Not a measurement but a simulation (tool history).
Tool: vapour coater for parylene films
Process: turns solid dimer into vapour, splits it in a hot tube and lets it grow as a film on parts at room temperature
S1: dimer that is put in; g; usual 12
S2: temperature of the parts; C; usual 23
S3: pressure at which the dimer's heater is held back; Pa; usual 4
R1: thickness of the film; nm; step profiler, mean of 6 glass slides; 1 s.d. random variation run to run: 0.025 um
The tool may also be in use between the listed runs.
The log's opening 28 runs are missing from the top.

{"run": 29, "hour": 676.4, "S1": 12, "S2": 29, "S3": 4, "R1": 1560}
{"run": 30, "hour": 690.9, "S1": 16, "S2": 21, "S3": 7.61, "R1": 2380}
{"run": 31, "hour": 723.9, "S1": 16, "S2": 21, "S3": 7.61, "R1": 2340}
{"run": 32, "hour": 758.0, "S1": 16, "S2": 21, "S3": 7.61, "R1": 2290}
{"run": 33, "hour": 780.9, "S1": 16, "S2": 21, "S3": 7.61, "R1": 2300}
{"run": 34, "hour": 795.4, "S1": 16, "S2": 21, "S3": 7.61, "R1": 2360}
{"run": 35, "hour": 817.7, "S1": 13, "S2": 25, "S3": 8.67, "R1": 1700}
{"run": 36, "hour": 851.9, "S1": 13, "S2": 25, "S3": 8.67, "R1": 1680}
{"run": 37, "hour": 883.0, "S1": 13, "S2": 25, "S3": 8.67, "R1": 1660}
{"run": 38, "hour": 900.2, "S1": 14, "S2": 23, "S3": 4, "R1": 1990}
{"run": 39, "hour": 931.6, "S1": 16, "S2": 27, "S3": 4, "R1": 2070}
{"run": 40, "hour": 949.6, "S1": 16, "S2": 27, "S3": 4, "R1": 2100}
{"run": 41, "hour": 963.8, "S1": 16, "S2": 27, "S3": 4, "R1": 2080}
{"run": 42, "hour": 993.8, "S1": 11, "S2": 27, "S3": 4, "R1": 1470}
{"run": 43, "hour": 1019.2, "S1": 16, "S2": 26, "S3": 2.25, "R1": 2200}
{"run": 44, "hour": 1045.1, "S1": 13, "S2": 17, "S3": 2.43, "R1": 2270}

Alternative continuations, all from the tool just after run 44; predict every row:
{"run": "A", "hour": 1061.7, "S1": 13, "S2": 26, "S3": 2.43, "R1": "?"}
{"run": "B", "hour": 1061.7, "S1": 12, "S2": 22, "S3": 3.69, "R1": "?"}
{"run": "C", "hour": 1061.7, "S1": 18, "S2": 17, "S3": 6.2, "R1": "?"}
{"run": "D", "hour": 1061.7, "S1": 13, "S2": 26, "S3": 3.67, "R1": "?"}
{"run": "E", "hour": 1061.7, "S1": 13, "S2": 28, "S3": 8.83, "R1": "?"}

run=A R1=1780
run=B R1=1720
run=C R1=2880
run=D R1=1750
run=E R1=1520
With the hidden condition removed and each run's random variation left untouched, the same runs would have given:
run=A R1=2010
run=B R1=1950
run=C R1=3260
run=D R1=1970
run=E R1=1720
